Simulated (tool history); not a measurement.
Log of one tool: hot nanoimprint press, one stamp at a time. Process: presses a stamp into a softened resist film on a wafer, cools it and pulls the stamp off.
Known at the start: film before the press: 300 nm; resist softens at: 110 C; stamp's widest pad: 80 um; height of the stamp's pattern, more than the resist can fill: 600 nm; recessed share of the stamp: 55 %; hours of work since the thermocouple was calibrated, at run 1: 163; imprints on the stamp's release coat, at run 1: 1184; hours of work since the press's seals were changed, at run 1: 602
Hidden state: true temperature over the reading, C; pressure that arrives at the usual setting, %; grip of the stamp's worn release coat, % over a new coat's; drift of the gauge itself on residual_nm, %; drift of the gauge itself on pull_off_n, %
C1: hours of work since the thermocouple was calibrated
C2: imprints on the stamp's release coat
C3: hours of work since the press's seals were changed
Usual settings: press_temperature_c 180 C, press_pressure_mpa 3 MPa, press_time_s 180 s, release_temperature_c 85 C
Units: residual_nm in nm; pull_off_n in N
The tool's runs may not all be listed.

Run 1, hour 0: usual settings; C1 163; C2 1184; C3 602. Result: residual_nm 159.8 nm, pull_off_n 275 N.
At hour 21.2: stamp cleaned and given a new release coat.
Run 2, hour 22.7: usual settings; C1 171; C2 2; C3 610. Result: residual_nm 159.6 nm, pull_off_n 195 N.
Run 3, hour 48: usual settings but press_time_s 191 s; C1 185; C2 46; C3 624. Result: residual_nm 156.7 nm, pull_off_n 202 N.
Run 4, hour 65.9: usual settings but press_time_s 191 s; C1 194; C2 77; C3 633. Result: residual_nm 156.4 nm, pull_off_n 199 N.
Run 5, hour 92.1: usual settings; C1 208; C2 122; C3 647. Result: residual_nm 159.1 nm, pull_off_n 211 N.
Run 6, hour 126.3: usual settings but press_temperature_c 169 C; C1 226; C2 181; C3 665. Result: residual_nm 212.6 nm, pull_off_n 212 N.
Run 7, hour 142: usual settings but press_temperature_c 169 C; C1 234; C2 208; C3 673. Result: residual_nm 211.7 nm, pull_off_n 212 N.
Run 8, hour 170.5: usual settings but press_temperature_c 169 C; C1 249; C2 257; C3 688. Result: residual_nm 212.3 nm, pull_off_n 216 N.
Run 9, hour 189.4: usual settings but press_temperature_c 169 C; C1 259; C2 289; C3 698. Result: residual_nm 211.1 nm, pull_off_n 216 N.
Run 10, hour 205.3: usual settings but press_temperature_c 169 C; C1 267; C2 316; C3 706. Result: residual_nm 211.6 nm, pull_off_n 219 N.
Run 11, hour 239: usual settings but press_temperature_c 182 C; C1 285; C2 375; C3 723. Result: residual_nm 150.3 nm, pull_off_n 221 N.
Run 12, hour 254: usual settings but release_temperature_c 86 C; C1 292; C2 400; C3 731. Result: residual_nm 159 nm, pull_off_n 218 N.
Run 13, hour 277.8: usual settings but press_time_s 165 s; C1 305; C2 441; C3 744. Result: residual_nm 163.4 nm, pull_off_n 220 N.
Run 14, hour 312: usual settings but press_time_s 165 s; C1 323; C2 500; C3 762. Result: residual_nm 163.5 nm, pull_off_n 234 N.
At hour 318.3: plate thermocouple calibrated.
Run 15, hour 330.6: usual settings but press_pressure_mpa 4.46 MPa, press_time_s 150 s; C1 6; C2 527; C3 770. Result: residual_nm 140.9 nm, pull_off_n 236 N.
Run 16, hour 351.8: usual settings but press_temperature_c 169 C, press_pressure_mpa 4.32 MPa; C1 18; C2 563; C3 781. Result: residual_nm 185.1 nm, pull_off_n 228 N.
Run 17, hour 368.7: usual settings but press_time_s 339 s, release_temperature_c 73 C; C1 26; C2 592; C3 790. Result: residual_nm 127.7 nm, pull_off_n 311 N.
At hour 382.5: plate thermocouple calibrated, once more.
Run 18, hour 401.4: usual settings but press_temperature_c 168 C, press_pressure_mpa 1.81 MPa, press_time_s 357 s, release_temperature_c 80 C; C1 10; C2 644; C3 805. Result: residual_nm 219.9 nm, pull_off_n 269 N.
Run 19, hour 423: usual settings but press_temperature_c 169 C, press_pressure_mpa 2.48 MPa, press_time_s 98 s, release_temperature_c 86 C; C1 21; C2 681; C3 817. Result: residual_nm 252.9 nm, pull_off_n 234 N.
Run 20, hour 439.1: usual settings but press_pressure_mpa 4.72 MPa; C1 30; C2 709; C3 825. Result: residual_nm 132.4 nm, pull_off_n 251 N.
Run 21, hour 465.1: usual settings but press_pressure_mpa 4.72 MPa; C1 43; C2 753; C3 839. Result: residual_nm 132.3 nm, pull_off_n 246 N.
Run 22, hour 491.5: usual settings but press_temperature_c 183 C, press_pressure_mpa 4.72 MPa, release_temperature_c 91 C; C1 57; C2 799; C3 852. Result: residual_nm 120.9 nm, pull_off_n 219 N.
Run 23, hour 523.5: usual settings but press_temperature_c 183 C, press_pressure_mpa 4.72 MPa, release_temperature_c 91 C; C1 74; C2 854; C3 869. Result: residual_nm 121 nm, pull_off_n 207 N.
Run 24, hour 552.8: usual settings but press_pressure_mpa 2.06 MPa; C1 89; C2 904; C3 884. Result: residual_nm 189.7 nm, pull_off_n 249 N.
Run 25, hour 577.4: usual settings but press_pressure_mpa 2.06 MPa; C1 102; C2 947; C3 897. Result: residual_nm 189.9 nm, pull_off_n 263 N.
Run 26, hour 598.9: usual settings but press_pressure_mpa 4.55 MPa, release_temperature_c 90 C; C1 113; C2 984; C3 908. Result: residual_nm 134.6 nm, pull_off_n 230 N.
At hour 611.4: press's hydraulic seals changed and the load cell set to zero.
Run 27, hour 631.6: usual settings but press_pressure_mpa 4.74 MPa, press_time_s 309 s; C1 126; C2 1026; C3 11. Result: residual_nm 103.2 nm, pull_off_n 265 N.
Run 28, hour 653.5: usual settings but press_temperature_c 182 C; C1 138; C2 1064; C3 22. Result: residual_nm 149.6 nm, pull_off_n 260 N.

Hidden state or all else? Some run-to-run changes of residual_nm, split into what the settings, what came in and random variation would give without the hidden state, and what is left for the hidden state (with any gauge scatter that isn't in both results):
Run 17 -> 18: press_temperature_c 180 -> 168, press_pressure_mpa 3 -> 1.81, press_time_s 339 -> 357, release_temperature_c 73 -> 80, plate thermocouple calibrated, once more. residual_nm +92.2 nm: hidden state +3.2, all else +89.
Run 19 -> 20: press_temperature_c 169 -> 180, press_pressure_mpa 2.48 -> 4.72, press_time_s 98 -> 180, release_temperature_c 86 -> 85. residual_nm -120.5 nm: hidden state +2.4, all else -122.9.
Run 26 -> 27: press_pressure_mpa 4.55 -> 4.74, press_time_s 180 -> 309, release_temperature_c 90 -> 85, press's hydraulic seals changed and the load cell set to zero. residual_nm -31.4 nm: hidden state -4.6, all else -26.8.
